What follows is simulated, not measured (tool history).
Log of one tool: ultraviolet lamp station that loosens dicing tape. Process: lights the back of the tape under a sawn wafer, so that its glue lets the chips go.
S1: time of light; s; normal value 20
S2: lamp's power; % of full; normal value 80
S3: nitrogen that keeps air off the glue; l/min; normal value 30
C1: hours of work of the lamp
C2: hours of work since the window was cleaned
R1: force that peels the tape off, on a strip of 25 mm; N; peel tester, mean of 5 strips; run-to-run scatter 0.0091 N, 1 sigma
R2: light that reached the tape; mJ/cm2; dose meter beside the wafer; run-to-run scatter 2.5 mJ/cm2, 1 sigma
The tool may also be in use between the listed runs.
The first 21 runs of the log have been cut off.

run	hour	S1	S2	S3	C1	C2	R1	R2
22	196.6	20	85	30	186	250	0.424	293
23	208.7	20	76	30	191	256	0.504	258
24	219.4	29	80	42	196	260	0.237	400
25	226.0	23	76	12	199	263	0.803	296
26	234.8	13	76	21	203	267	1.421	166
27	241.6	28	61	18	206	270	0.611	289
28	252.0	28	61	18	210	275	0.593	290
29	264.7	14	70	30	216	280	1.160	167
30	270.4	14	91	47	218	283	0.559	215
31	279.3	20	80	43	222	287	0.390	264
32	287.0	11	66	13	225	290	2.828	126
33	293.8	11	66	13	228	293	2.810	125
34	306.3	21	61	30	234	298	0.712	213
35	313.6	20	80	40	237	302	0.399	272
36	321.9	39	80	52	241	305	0.224	525
37	328.7	20	64	13	244	308	1.328	214
38	334.6	20	64	13	246	311	1.354	215
39	342.6	20	72	56	250	314	0.394	244
40	352.3	39	99	14	254	319	0.245	646
41	361.0	33	65	29	258	322	0.302	362
42	368.0	33	65	29	261	325	0.292	356
43	374.1	20	79	9	264	328	1.204	265

What does the tool deliver on the next run?
44	379.9	20	63	13	266	331	?	?

For run 44 the tool returned R1 1.397 N, R2 210 mJ/cm2.
With no hidden state in the tool, this same run would have given R1 1.103 N, R2 241 mJ/cm2.
